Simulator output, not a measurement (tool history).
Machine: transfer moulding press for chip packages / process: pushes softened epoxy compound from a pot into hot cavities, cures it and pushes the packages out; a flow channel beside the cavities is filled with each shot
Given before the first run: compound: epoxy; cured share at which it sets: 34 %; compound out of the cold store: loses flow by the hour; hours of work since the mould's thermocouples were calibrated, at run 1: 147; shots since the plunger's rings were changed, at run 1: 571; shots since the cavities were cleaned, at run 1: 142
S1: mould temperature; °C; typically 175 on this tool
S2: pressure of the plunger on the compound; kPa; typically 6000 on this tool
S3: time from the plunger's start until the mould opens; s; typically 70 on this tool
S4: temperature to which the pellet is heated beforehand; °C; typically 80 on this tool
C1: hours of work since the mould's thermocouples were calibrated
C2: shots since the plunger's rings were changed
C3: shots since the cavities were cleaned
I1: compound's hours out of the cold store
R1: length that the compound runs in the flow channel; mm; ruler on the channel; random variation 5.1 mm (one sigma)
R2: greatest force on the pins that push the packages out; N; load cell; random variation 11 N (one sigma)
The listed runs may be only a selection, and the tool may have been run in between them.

run 1 hour=0 | S1=175 S2=6000 S3=70 S4=80 | C1=147 C2=571 C3=142 | I1=24 | R1=550 R2=480
run 2 hour=9 | S1=175 S2=6000 S3=70 S4=80 | C1=152 C2=699 C3=270 | I1=13.4 | R1=568 R2=486
run 3 hour=14 | S1=175 S2=6000 S3=70 S4=80 | C1=156 C2=771 C3=342 | I1=25.1 | R1=549 R2=465
run 4 hour=20.4 | S1=175 S2=5430 S3=70 S4=80 | C1=160 C2=862 C3=433 | I1=23.4 | R1=524 R2=473
run 5 hour=25.5 | S1=175 S2=6000 S3=83 S4=80 | C1=163 C2=935 C3=506 | I1=36.9 | R1=517 R2=353
-- hour=34.9 cavities cleaned with cleaning compound and waxed
run 6 hour=36.9 | S1=175 S2=6000 S3=70 S4=80 | C1=169 C2=1076 C3=28 | I1=34.8 | R1=530 R2=455
run 7 hour=41.7 | S1=175 S2=6000 S3=70 S4=80 | C1=172 C2=1145 C3=97 | I1=21.2 | R1=558 R2=461
run 8 hour=46.7 | S1=175 S2=6000 S3=70 S4=80 | C1=175 C2=1216 C3=168 | I1=13.1 | R1=588 R2=493
run 9 hour=51.8 | S1=175 S2=6000 S3=70 S4=80 | C1=179 C2=1289 C3=241 | I1=10 | R1=587 R2=509
run 10 hour=57.1 | S1=177 S2=6000 S3=70 S4=80 | C1=182 C2=1364 C3=316 | I1=45 | R1=482 R2=414
run 11 hour=65.8 | S1=177 S2=6000 S3=70 S4=80 | C1=187 C2=1488 C3=440 | I1=23.4 | R1=547 R2=432
run 12 hour=70.3 | S1=177 S2=6000 S3=70 S4=80 | C1=190 C2=1553 C3=505 | I1=38.4 | R1=515 R2=402
run 13 hour=75.8 | S1=175 S2=6000 S3=70 S4=80 | C1=194 C2=1631 C3=583 | I1=39.1 | R1=504 R2=471
-- hour=79.7 cavities cleaned with cleaning compound and waxed
run 14 hour=82.9 | S1=175 S2=6000 S3=70 S4=80 | C1=197 C2=1711 C3=45 | I1=37.8 | R1=519 R2=451
run 15 hour=87.6 | S1=175 S2=6000 S3=70 S4=73 | C1=200 C2=1778 C3=112 | I1=42.4 | R1=494 R2=467
run 16 hour=93.4 | S1=167 S2=5060 S3=70 S4=78 | C1=204 C2=1860 C3=194 | I1=22.3 | R1=519 R2=772

For run 17, what comes out?
run 17 hour=101.7 | S1=181 S2=5560 S3=50 S4=74 | C1=209 C2=1980 C3=314 | I1=20.4 | R1=? R2=?

{"run 17": {"R1": 532, "R2": 801}}
If the tool had no hidden condition, the same run with the same run-to-run variation would have returned R1 533 mm, R2 796 N.
